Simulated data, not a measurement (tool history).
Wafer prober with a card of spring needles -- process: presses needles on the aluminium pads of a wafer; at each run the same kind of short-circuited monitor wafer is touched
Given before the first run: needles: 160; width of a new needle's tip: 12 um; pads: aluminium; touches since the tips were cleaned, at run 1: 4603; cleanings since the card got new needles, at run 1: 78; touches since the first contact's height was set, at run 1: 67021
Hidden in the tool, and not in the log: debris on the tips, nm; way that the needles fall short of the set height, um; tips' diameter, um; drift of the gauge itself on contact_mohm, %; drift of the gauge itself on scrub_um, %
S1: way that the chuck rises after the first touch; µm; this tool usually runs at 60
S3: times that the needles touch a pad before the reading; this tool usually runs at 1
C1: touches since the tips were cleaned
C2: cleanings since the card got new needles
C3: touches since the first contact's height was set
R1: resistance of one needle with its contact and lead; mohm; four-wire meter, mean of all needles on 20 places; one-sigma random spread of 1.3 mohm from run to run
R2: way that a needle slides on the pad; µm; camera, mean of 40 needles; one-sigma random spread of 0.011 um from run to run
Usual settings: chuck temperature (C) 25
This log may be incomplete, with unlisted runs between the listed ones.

run 1 day=0 | S1=60 chuck_temperature_(C)=25 S3=1 | C1=4603 C2=78 C3=67021 | R1=109 R2=8.81
-- day=0.662 tips cleaned on abrasive film
run 2 day=1.542 | S1=60 chuck_temperature_(C)=25 S3=1 | C1=6099 C2=79 C3=77678 | R1=110 R2=8.8
-- day=2.129 tips cleaned on abrasive film
-- day=3.388 tips cleaned on abrasive film
run 3 day=4.583 | S1=60 chuck_temperature_(C)=25 S3=1 | C1=8271 C2=81 C3=98721 | R1=111 R2=8.8
-- day=4.842 tips cleaned on abrasive film
-- day=6.238 tips cleaned on abrasive film
run 4 day=7.292 | S1=60 chuck_temperature_(C)=70 S3=1 | C1=7297 C2=83 C3=117457 | R1=117 R2=8.81
-- day=7.533 tips cleaned on abrasive film
-- day=8.833 tips cleaned on abrasive film
run 5 day=10.033 | S1=60 chuck_temperature_(C)=110 S3=1 | C1=8340 C2=85 C3=136440 | R1=124 R2=8.8
-- day=10.317 tips cleaned on abrasive film
-- day=11.608 tips cleaned on abrasive film
run 6 day=12.742 | S1=60 chuck_temperature_(C)=39 S3=1 | C1=7851 C2=87 C3=155163 | R1=113 R2=8.82
-- day=13.033 tips cleaned on abrasive film
-- day=14.396 tips cleaned on abrasive film
-- day=15.792 tips cleaned on abrasive film
run 7 day=15.792 | S1=60 chuck_temperature_(C)=39 S3=1 | C1=0 C2=90 C3=176249 | R1=112 R2=8.8
-- day=17.167 tips cleaned on abrasive film
-- day=17.458 height of the first contact set anew
run 8 day=17.996 | S1=60 chuck_temperature_(C)=39 S3=1 | C1=5684 C2=91 C3=3736 | R1=111 R2=8.79
-- day=18.446 tips cleaned on abrasive film
run 9 day=19.296 | S1=60 chuck_temperature_(C)=54 S3=1 | C1=5874 C2=92 C3=12707 | R1=117 R2=8.8
-- day=19.696 tips cleaned on abrasive film
-- day=20.946 tips cleaned on abrasive film
run 10 day=22.054 | S1=44 chuck_temperature_(C)=104 S3=1 | C1=7684 C2=94 C3=31789 | R1=130 R2=6.46
-- day=22.208 tips cleaned on abrasive film
-- day=23.654 tips cleaned on abrasive film
run 11 day=23.754 | S1=51 chuck_temperature_(C)=31 S3=2 | C1=688 C2=96 C3=43542 | R1=114 R2=7.45
-- day=25.017 tips cleaned on abrasive film
-- day=26.312 tips cleaned on abrasive film
run 12 day=26.521 | S1=59 chuck_temperature_(C)=27 S3=2 | C1=1439 C2=98 C3=62670 | R1=111 R2=8.64
-- day=27.629 tips cleaned on abrasive film
run 13 day=28.771 | S1=59 chuck_temperature_(C)=27 S3=2 | C1=7943 C2=99 C3=78268 | R1=112 R2=8.64
-- day=28.925 tips cleaned on abrasive film
-- day=30.358 tips cleaned on abrasive film
-- day=31.629 tips cleaned on abrasive film
run 14 day=31.858 | S1=59 chuck_temperature_(C)=27 S3=2 | C1=1593 C2=102 C3=99591 | R1=112 R2=8.62
-- day=32.875 tips cleaned on abrasive film
-- day=34.15 tips cleaned on abrasive film
run 15 day=34.883 | S1=76 chuck_temperature_(C)=40 S3=2 | C1=5098 C2=104 C3=120526 | R1=112 R2=11.11
-- day=35.567 tips cleaned on abrasive film
run 16 day=36.775 | S1=76 chuck_temperature_(C)=40 S3=2 | C1=8386 C2=105 C3=133629 | R1=112 R2=11.15
-- day=37 tips cleaned on abrasive film
-- day=38.417 tips cleaned on abrasive film
-- day=39.796 tips cleaned on abrasive film
run 17 day=39.796 | S1=45 chuck_temperature_(C)=104 S3=1 | C1=0 C2=108 C3=154489 | R1=127 R2=6.6
-- day=41.058 tips cleaned on abrasive film
run 18 day=41.883 | S1=79 chuck_temperature_(C)=27 S3=2 | C1=5709 C2=109 C3=168941 | R1=107 R2=11.54

For some of the steps in R2 from one run to the next: how much would appear even if the tool had no hidden state, given the settings, what came in and random variation, and how much remains for the hidden state plus any gauge scatter that the measured result and the result without hidden state don't share?
Run 17 -> 18: S1 45 -> 79, chuck temperature (C) 104 -> 27, S3 1 -> 2, tips cleaned on abrasive film. R2 +4.94 µm: hidden state -0.02, all else +4.96.
